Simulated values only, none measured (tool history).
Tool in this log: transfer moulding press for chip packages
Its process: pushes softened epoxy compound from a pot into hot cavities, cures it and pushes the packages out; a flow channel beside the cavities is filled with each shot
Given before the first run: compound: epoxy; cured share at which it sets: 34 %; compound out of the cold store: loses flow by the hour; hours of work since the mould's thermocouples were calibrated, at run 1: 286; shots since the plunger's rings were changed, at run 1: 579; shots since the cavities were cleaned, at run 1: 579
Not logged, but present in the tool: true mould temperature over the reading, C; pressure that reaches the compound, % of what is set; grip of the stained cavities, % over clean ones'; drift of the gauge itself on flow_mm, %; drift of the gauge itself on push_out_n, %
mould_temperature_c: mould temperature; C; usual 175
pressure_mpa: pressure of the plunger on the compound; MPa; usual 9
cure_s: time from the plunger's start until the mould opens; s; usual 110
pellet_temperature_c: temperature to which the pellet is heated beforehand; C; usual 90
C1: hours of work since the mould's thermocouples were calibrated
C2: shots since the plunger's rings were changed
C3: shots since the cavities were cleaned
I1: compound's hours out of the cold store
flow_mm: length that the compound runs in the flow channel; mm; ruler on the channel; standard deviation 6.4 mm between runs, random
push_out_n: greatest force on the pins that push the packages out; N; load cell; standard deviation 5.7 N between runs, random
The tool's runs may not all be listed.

Run 1, hour 0: usual settings; C1 286; C2 579; C3 579; I1 26.3. Result: flow_mm 719 mm, push_out_n 297 N.
At hour 26.1: cavities cleaned with cleaning compound and waxed.
At hour 57.9: mould's thermocouples calibrated.
Run 2, hour 57.9: usual settings but cure_s 99 s; C1 0; C2 1148; C3 312; I1 22. Result: flow_mm 717 mm, push_out_n 338 N.
At hour 110.7: cavities cleaned with cleaning compound and waxed.
Run 3, hour 142: usual settings but pressure_mpa 9.24 MPa; C1 54; C2 2010; C3 326; I1 42.3. Result: flow_mm 658 mm, push_out_n 263 N.
Run 4, hour 181.8: usual settings; C1 80; C2 2427; C3 743; I1 12.4. Result: flow_mm 744 mm, push_out_n 330 N.
At hour 194.8: cavities cleaned with cleaning compound and waxed.
Run 5, hour 232.8: usual settings; C1 112; C2 2944; C3 397; I1 34.1. Result: flow_mm 648 mm, push_out_n 288 N.
Run 6, hour 270: usual settings; C1 136; C2 3333; C3 786; I1 31.3. Result: flow_mm 658 mm, push_out_n 321 N.
At hour 276.5: cavities cleaned with cleaning compound and waxed.
Run 7, hour 326.3: usual settings; C1 172; C2 3906; C3 521; I1 47. Result: flow_mm 590 mm, push_out_n 289 N.
At hour 356.8: cavities cleaned with cleaning compound and waxed.
Run 8, hour 374.9: usual settings; C1 202; C2 4398; C3 190; I1 30. Result: flow_mm 657 mm, push_out_n 257 N.
Run 9, hour 411.7: usual settings; C1 226; C2 4782; C3 574; I1 33.9. Result: flow_mm 641 mm, push_out_n 303 N.
At hour 436.7: cavities cleaned with cleaning compound and waxed.
Run 10, hour 448.2: usual settings; C1 249; C2 5148; C3 121; I1 22.3. Result: flow_mm 672 mm, push_out_n 252 N.
At hour 517.5: cavities cleaned with cleaning compound and waxed.
Run 11, hour 528.9: usual settings but mould_temperature_c 182 C; C1 300; C2 5975; C3 120; I1 22. Result: flow_mm 662 mm, push_out_n 195 N.
At hour 552.3: plunger's sealing rings changed.
At hour 569.2: mould's thermocouples calibrated.
Run 12, hour 594.9: usual settings but pellet_temperature_c 88 C; C1 17; C2 424; C3 762; I1 27.2. Result: flow_mm 699 mm, push_out_n 307 N.
At hour 604: cavities cleaned with cleaning compound and waxed.
Run 13, hour 662.8: usual settings but pellet_temperature_c 88 C; C1 60; C2 1118; C3 614; I1 38.1. Result: flow_mm 665 mm, push_out_n 303 N.
At hour 685.5: cavities cleaned with cleaning compound and waxed.
Run 14, hour 743.9: usual settings but pellet_temperature_c 88 C; C1 112; C2 1950; C3 610; I1 38.5. Result: flow_mm 643 mm, push_out_n 302 N.
At hour 769.2: cavities cleaned with cleaning compound and waxed.
Run 15, hour 817.7: usual settings but pellet_temperature_c 88 C; C1 159; C2 2705; C3 506; I1 43.3. Result: flow_mm 624 mm, push_out_n 294 N.
At hour 851.2: cavities cleaned with cleaning compound and waxed.
Run 16, hour 886.4: usual settings but mould_temperature_c 168 C, cure_s 94 s, pellet_temperature_c 88 C; C1 202; C2 3408; C3 368; I1 28.4. Result: flow_mm 676 mm, push_out_n 605 N.
At hour 930.1: cavities cleaned with cleaning compound and waxed.
Run 17, hour 939.9: usual settings but mould_temperature_c 168 C, cure_s 94 s, pellet_temperature_c 88 C; C1 236; C2 3951; C3 102; I1 12. Result: flow_mm 731 mm, push_out_n 576 N.
Run 18, hour 990.8: usual settings but mould_temperature_c 168 C, cure_s 94 s, pellet_temperature_c 95 C; C1 269; C2 4483; C3 634; I1 41.4. Result: flow_mm 617 mm, push_out_n 631 N.
At hour 1010: cavities cleaned with cleaning compound and waxed.
Run 19, hour 1071.4: usual settings but pellet_temperature_c 98 C; C1 321; C2 5309; C3 642; I1 40.9. Result: flow_mm 597 mm, push_out_n 285 N.
At hour 1077.2: mould's thermocouples calibrated.
At hour 1094.6: cavities cleaned with cleaning compound and waxed.
Run 20, hour 1109.5: usual settings but mould_temperature_c 171 C, pressure_mpa 10.62 MPa, cure_s 94 s, pellet_temperature_c 91 C; C1 20; C2 5670; C3 155; I1 39.7. Result: flow_mm 661 mm, push_out_n 393 N.
At hour 1163: plunger's sealing rings changed.
Run 21, hour 1165.4: usual settings but mould_temperature_c 171 C, pressure_mpa 10.62 MPa, cure_s 106 s, pellet_temperature_c 84 C; C1 55; C2 24; C3 713; I1 13.9. Result: flow_mm 835 mm, push_out_n 442 N.
At hour 1177.1: cavities cleaned with cleaning compound and waxed.
Run 22, hour 1219.5: usual settings but mould_temperature_c 171 C, pressure_mpa 10.62 MPa, cure_s 106 s, pellet_temperature_c 84 C; C1 89; C2 574; C3 443; I1 47.5. Result: flow_mm 683 mm, push_out_n 359 N.
At hour 1257.5: cavities cleaned with cleaning compound and waxed.
Run 23, hour 1260.9: usual settings but mould_temperature_c 171 C, pressure_mpa 10.62 MPa, cure_s 106 s, pellet_temperature_c 84 C; C1 115; C2 991; C3 35; I1 24.1. Result: flow_mm 785 mm, push_out_n 303 N.
Run 24, hour 1301.2: usual settings but mould_temperature_c 168 C, pressure_mpa 7.84 MPa, pellet_temperature_c 81 C; C1 141; C2 1412; C3 456; I1 47.8. Result: flow_mm 601 mm, push_out_n 435 N.
At hour 1339.9: cavities cleaned with cleaning compound and waxed.
Run 25, hour 1355.4: usual settings but mould_temperature_c 178 C, pressure_mpa 9.52 MPa, cure_s 107 s, pellet_temperature_c 86 C; C1 175; C2 1963; C3 163; I1 39.6. Result: flow_mm 664 mm, push_out_n 232 N.
Run 26, hour 1406.9: usual settings but mould_temperature_c 181 C, pressure_mpa 8.45 MPa, cure_s 107 s, pellet_temperature_c 84 C; C1 209; C2 2501; C3 701; I1 45.5. Result: flow_mm 600 mm, push_out_n 265 N.

4 options for the next run, each taken on its own from the tool as it stands now. Forecast them:
At hour 1418.6: cavities cleaned with cleaning compound and waxed.
Run A, hour 1493.6: usual settings but mould_temperature_c 181 C, pressure_mpa 8.45 MPa, cure_s 107 s, pellet_temperature_c 91 C; C1 264; C2 3391; C3 784; I1 20.7. Result: flow_mm ?, push_out_n ?.
At hour 1418.6: cavities cleaned with cleaning compound and waxed.
Run B, hour 1493.6: usual settings but pressure_mpa 6.94 MPa, pellet_temperature_c 97 C; C1 264; C2 3391; C3 784; I1 11.8. Result: flow_mm ?, push_out_n ?.
At hour 1418.6: cavities cleaned with cleaning compound and waxed.
Run C, hour 1493.6: usual settings but mould_temperature_c 181 C, pressure_mpa 8.35 MPa, cure_s 107 s, pellet_temperature_c 84 C; C1 264; C2 3391; C3 784; I1 34.6. Result: flow_mm ?, push_out_n ?.
At hour 1418.6: cavities cleaned with cleaning compound and waxed.
Run D, hour 1493.6: usual settings but mould_temperature_c 181 C, pressure_mpa 8.45 MPa, cure_s 129 s, pellet_temperature_c 84 C; C1 264; C2 3391; C3 784; I1 37.6. Result: flow_mm ?, push_out_n ?.

run  flow_mm  push_out_n
  A      667         263
  B      645         311
  C      602         263
  D      603         237
Without the tool's hidden state the same runs would have given:
run  flow_mm  push_out_n
  A      703         170
  B      680         199
  C      634         173
  D      636         157
